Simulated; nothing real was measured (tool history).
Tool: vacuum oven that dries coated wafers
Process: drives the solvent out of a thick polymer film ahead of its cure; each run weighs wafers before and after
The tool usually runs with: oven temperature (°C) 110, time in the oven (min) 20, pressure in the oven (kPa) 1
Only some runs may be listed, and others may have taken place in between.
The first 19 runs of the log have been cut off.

{"run": 20, "hour": 497.9, "oven temperature (°C)": 110, "time in the oven (min)": 20, "pressure in the oven (kPa)": 1, "solvent left in the film (%)": 0.94}
{"run": 21, "hour": 524.8, "oven temperature (°C)": 110, "time in the oven (min)": 20, "pressure in the oven (kPa)": 0.76, "solvent left in the film (%)": 0.86}
{"run": 22, "hour": 539.3, "oven temperature (°C)": 117, "time in the oven (min)": 34, "pressure in the oven (kPa)": 1.02, "solvent left in the film (%)": 0.42}
{"run": 23, "hour": 559.2, "oven temperature (°C)": 109, "time in the oven (min)": 20, "pressure in the oven (kPa)": 1, "solvent left in the film (%)": 1.04}
{"run": 24, "hour": 578.9, "oven temperature (°C)": 110, "time in the oven (min)": 18, "pressure in the oven (kPa)": 0.86, "solvent left in the film (%)": 0.99}
{"run": 25, "hour": 598.1, "oven temperature (°C)": 121, "time in the oven (min)": 18, "pressure in the oven (kPa)": 1.74, "solvent left in the film (%)": 0.66}
{"run": 26, "hour": 624.3, "oven temperature (°C)": 110, "time in the oven (min)": 14, "pressure in the oven (kPa)": 2.81, "solvent left in the film (%)": 2.39}
{"run": 27, "hour": 638.7, "oven temperature (°C)": 110, "time in the oven (min)": 14, "pressure in the oven (kPa)": 2.81, "solvent left in the film (%)": 2.42}
{"run": 28, "hour": 662.4, "oven temperature (°C)": 110, "time in the oven (min)": 14, "pressure in the oven (kPa)": 2.81, "solvent left in the film (%)": 2.4}
{"run": 29, "hour": 686.5, "oven temperature (°C)": 110, "time in the oven (min)": 14, "pressure in the oven (kPa)": 2.81, "solvent left in the film (%)": 2.39}
{"run": 30, "hour": 709.4, "oven temperature (°C)": 109, "time in the oven (min)": 20, "pressure in the oven (kPa)": 1.4, "solvent left in the film (%)": 1.17}
{"run": 31, "hour": 728.2, "oven temperature (°C)": 109, "time in the oven (min)": 20, "pressure in the oven (kPa)": 1.4, "solvent left in the film (%)": 1.18}
{"run": 32, "hour": 748.6, "oven temperature (°C)": 110, "time in the oven (min)": 13, "pressure in the oven (kPa)": 1.65, "solvent left in the film (%)": 2.13}
{"run": 33, "hour": 782.5, "oven temperature (°C)": 110, "time in the oven (min)": 20, "pressure in the oven (kPa)": 1.39, "solvent left in the film (%)": 1.06}
{"run": 34, "hour": 807.1, "oven temperature (°C)": 110, "time in the oven (min)": 20, "pressure in the oven (kPa)": 1.39, "solvent left in the film (%)": 1.09}
{"run": 35, "hour": 829.0, "oven temperature (°C)": 110, "time in the oven (min)": 14, "pressure in the oven (kPa)": 1.11, "solvent left in the film (%)": 1.69}
{"run": 36, "hour": 852.0, "oven temperature (°C)": 100, "time in the oven (min)": 15, "pressure in the oven (kPa)": 1.11, "solvent left in the film (%)": 3.39}
{"run": 37, "hour": 874.4, "oven temperature (°C)": 109, "time in the oven (min)": 12, "pressure in the oven (kPa)": 1, "solvent left in the film (%)": 2.25}
{"run": 38, "hour": 897.1, "oven temperature (°C)": 117, "time in the oven (min)": 10, "pressure in the oven (kPa)": 1, "solvent left in the film (%)": 1.59}
{"run": 39, "hour": 921.3, "oven temperature (°C)": 110, "time in the oven (min)": 20, "pressure in the oven (kPa)": 1.24, "solvent left in the film (%)": 1.01}
{"run": 40, "hour": 941.9, "oven temperature (°C)": 109, "time in the oven (min)": 30, "pressure in the oven (kPa)": 1.24, "solvent left in the film (%)": 0.72}
{"run": 41, "hour": 957.3, "oven temperature (°C)": 109, "time in the oven (min)": 30, "pressure in the oven (kPa)": 1.24, "solvent left in the film (%)": 0.7}
{"run": 42, "hour": 980.0, "oven temperature (°C)": 116, "time in the oven (min)": 10, "pressure in the oven (kPa)": 2.51, "solvent left in the film (%)": 2.22}

Predict each of these 3 candidate next runs independently; none follows another, all start after run 42:
{"run": "A", "hour": 1003.3, "oven temperature (°C)": 116, "time in the oven (min)": 10, "pressure in the oven (kPa)": 0.89, "solvent left in the film (%)": "?"}
{"run": "B", "hour": 1003.3, "oven temperature (°C)": 110, "time in the oven (min)": 20, "pressure in the oven (kPa)": 0.54, "solvent left in the film (%)": "?"}
{"run": "C", "hour": 1003.3, "oven temperature (°C)": 116, "time in the oven (min)": 12, "pressure in the oven (kPa)": 2.51, "solvent left in the film (%)": "?"}

run=A solvent_left_in_the_film_(%)=1.65
run=B solvent_left_in_the_film_(%)=0.77
run=C solvent_left_in_the_film_(%)=1.81
Stripped of hidden state, with their random variation kept, the same runs would have yielded:
run=A solvent_left_in_the_film_(%)=1.66
run=B solvent_left_in_the_film_(%)=0.77
run=C solvent_left_in_the_film_(%)=1.81
